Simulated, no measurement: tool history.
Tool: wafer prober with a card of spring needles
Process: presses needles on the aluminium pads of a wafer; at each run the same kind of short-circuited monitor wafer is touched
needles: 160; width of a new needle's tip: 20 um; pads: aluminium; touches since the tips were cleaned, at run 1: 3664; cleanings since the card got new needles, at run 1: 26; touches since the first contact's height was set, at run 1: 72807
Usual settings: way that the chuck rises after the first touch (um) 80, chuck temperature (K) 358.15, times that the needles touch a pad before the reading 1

run,hour,way that the chuck rises after the first touch (um),chuck temperature (K),times that the needles touch a pad before the reading,touches since the tips were cleaned,cleanings since the card got new needles,touches since the first contact's height was set,resistance of one needle with its contact and lead (mohm),way that a needle slides on the pad (um)
1,0,80,358.15,1,3664,26,72807,162,19.88
# hour 3.8: tips cleaned on abrasive film
2,3.8,80,358.15,1,34,27,74619,128,19.85
3,10.2,80,358.15,1,3103,27,77688,160,19.98
# hour 12.5: height of the first contact set anew
# hour 15.2: tips cleaned on abrasive film
4,15.9,80,358.15,1,359,28,1585,129,20.26
5,21.2,80,358.15,1,2915,28,4141,157,20.2
# hour 26.2: tips cleaned on abrasive film
6,29.4,80,358.15,1,1572,29,8097,149,20.27
7,34,80,358.15,1,3777,29,10302,164,20.29
# hour 37.2: tips cleaned on abrasive film
8,38.5,80,358.15,1,624,30,12436,131,20.2
9,44.4,80,358.15,1,3505,30,15317,159,20.19
# hour 47.9: tips cleaned on abrasive film
10,50.6,80,358.15,1,1284,31,18247,143,20.19
# hour 58.6: tips cleaned on abrasive film
11,58.6,80,358.15,1,0,32,22095,128,20.13
12,67.5,80,358.15,1,4300,32,26395,164,20.2
# hour 69.4: tips cleaned on abrasive film
13,75.3,90,358.15,1,2885,33,30138,150,22.75
# hour 80.6: tips cleaned on abrasive film
14,81,80,358.15,1,192,34,32843,131,20.1
15,90.1,80,316.15,1,4588,34,37239,164,20.14
# hour 91.5: tips cleaned on abrasive film
16,97,80,316.15,1,2664,35,40569,155,20.12
# hour 102.2: tips cleaned on abrasive film
17,106,80,316.15,1,1837,36,44865,144,20.14
# hour 113: tips cleaned on abrasive film
18,114.8,80,316.15,1,877,37,49086,134,20.02
19,123.4,80,316.15,1,5040,37,53249,170,20.02
# hour 124.1: tips cleaned on abrasive film
20,128.3,80,321.15,1,2036,38,55592,148,20.06
21,133.7,80,313.15,1,4618,38,58174,167,20.05
# hour 135.2: tips cleaned on abrasive film
22,141,75,320.15,1,2803,39,61668,159,18.74
# hour 146: tips cleaned on abrasive film
23,146.1,75,320.15,1,17,40,64086,127,18.72
24,152,70,337.15,1,2878,40,66947,169,17.46
25,155.9,61,370.15,3,4794,40,68863,155,15.12
# hour 156.8: tips cleaned on abrasive film
26,161.4,61,370.15,3,2200,41,71453,145,15.09
# hour 167.6: tips cleaned on abrasive film
27,167.6,80,307.15,1,19,42,74450,119,19.86
28,173,80,307.15,1,2636,42,77067,153,19.88
# hour 176.4: height of the first contact set anew
# hour 178.6: tips cleaned on abrasive film
29,180,80,307.15,2,666,43,1668,125,20.28
30,187.7,61,307.15,1,4393,43,5395,193,15.48
# hour 189.5: tips cleaned on abrasive film
31,194.7,61,307.15,1,2476,44,8726,178,15.47
# hour 200.4: tips cleaned on abrasive film
32,200.4,66,387.15,1,0,45,11452,135,16.68
33,206.2,80,396.15,1,2809,45,14261,159,20.22
# hour 211.6: tips cleaned on abrasive film
34,212.1,80,396.15,1,238,46,17070,140,20.22

Hidden state or all else? Some run-to-run changes of resistance of one needle with its contact and lead (mohm), split into what the settings, what came in and random variation would give without the hidden state, and what is left for the hidden state (with any gauge scatter that isn't in both results):
The hidden state here: debris on the tips, nm; way that the needles fall short of the set height, um; tips' diameter, um; drift of the gauge itself on contact_mohm, %; drift of the gauge itself on scrub_um, %.
Run 23 -> 24: way that the chuck rises after the first touch (um) 75 -> 70, chuck temperature (K) 320.15 -> 337.15. resistance of one needle with its contact and lead (mohm) +42: hidden state +40, all else +2.
Run 29 -> 30: way that the chuck rises after the first touch (um) 80 -> 61, times that the needles touch a pad before the reading 2 -> 1. resistance of one needle with its contact and lead (mohm) +68: hidden state +68, all else +0.
Run 31 -> 32: way that the chuck rises after the first touch (um) 61 -> 66, chuck temperature (K) 307.15 -> 387.15, tips cleaned on abrasive film. resistance of one needle with its contact and lead (mohm) -43: hidden state -52, all else +9.
